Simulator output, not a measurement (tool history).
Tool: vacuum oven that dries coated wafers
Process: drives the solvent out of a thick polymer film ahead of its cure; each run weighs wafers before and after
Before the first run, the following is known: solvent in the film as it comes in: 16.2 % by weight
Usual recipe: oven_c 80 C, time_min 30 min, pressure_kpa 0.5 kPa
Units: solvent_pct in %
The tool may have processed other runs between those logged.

| run | hour | oven_c | time_min | pressure_kpa | solvent_pct |
|---|---|---|---|---|---|
| 1 | 0 | 80 | 30 | 0.5 | 1.09 |
| 2 | 26 | 80 | 30 | 0.5 | 1.02 |
| 3 | 48 | 80 | 30 | 0.5 | 1.08 |
| 4 | 61.1 | 80 | 30 | 0.5 | 1.09 |
| 5 | 76.7 | 78 | 30 | 0.5 | 1.45 |
| 6 | 94.7 | 78 | 30 | 0.5 | 1.4 |
| 7 | 106.2 | 78 | 30 | 0.5 | 1.48 |
| 8 | 133.5 | 78 | 30 | 1.251 | 2.38 |
| 9 | 160.1 | 85 | 30 | 1.251 | 1.35 |
| 10 | 176.5 | 80 | 30 | 0.5 | 1.14 |
| 11 | 204.8 | 92 | 30 | 0.5 | 0.4 |
| 12 | 230.2 | 80 | 30 | 0.5 | 1.2 |
|  | 234.1 | vacuum gauge cleaned of residue and calibrated |
| 13 | 257.9 | 73 | 21 | 0.786 | 4.39 |
| 14 | 285.9 | 73 | 21 | 0.786 | 4.51 |
| 15 | 306 | 87 | 38 | 1.411 | 1.2 |
| 16 | 328.8 | 77 | 43 | 1.216 | 2.01 |
| 17 | 345.3 | 87 | 31 | 0.5 | 0.64 |
| 18 | 372.4 | 83 | 47 | 0.266 | 0.55 |
|  | 387.6 | vacuum gauge cleaned of residue and calibrated, once more |
| 19 | 388.3 | 70 | 25 | 0.482 | 4.08 |
| 20 | 401.3 | 93 | 19 | 0.511 | 0.56 |
| 21 | 425.2 | 93 | 19 | 0.511 | 0.4 |
| 22 | 437.1 | 93 | 26 | 0.361 | 0.31 |
| 23 | 449.1 | 93 | 26 | 0.361 | 0.31 |
|  | 468.7 | oven's thermocouples calibrated |
| 24 | 479.1 | 80 | 15 | 1.953 | 3.97 |

The same runs without the tool's hidden state, with the same run-to-run variation:
Hidden conditions of the tool in this case: true wafer temperature over the reading, C; true pressure over the reading, kPa; drift of the gauge itself on solvent_pct, %.
| run | solvent_pct |
|---|---|
| 1 | 0.93 |
| 2 | 0.84 |
| 3 | 0.9 |
| 4 | 0.9 |
| 5 | 1.23 |
| 6 | 1.17 |
| 7 | 1.24 |
| 8 | 2.1 |
| 9 | 1.16 |
| 10 | 0.9 |
| 11 | 0.28 |
| 12 | 0.92 |
| 13 | 3.86 |
| 14 | 3.96 |
| 15 | 0.95 |
| 16 | 1.59 |
| 17 | 0.39 |
| 18 | 0.26 |
| 19 | 3.77 |
| 20 | 0.52 |
| 21 | 0.35 |
| 22 | 0.28 |
| 23 | 0.27 |
| 24 | 4.13 |
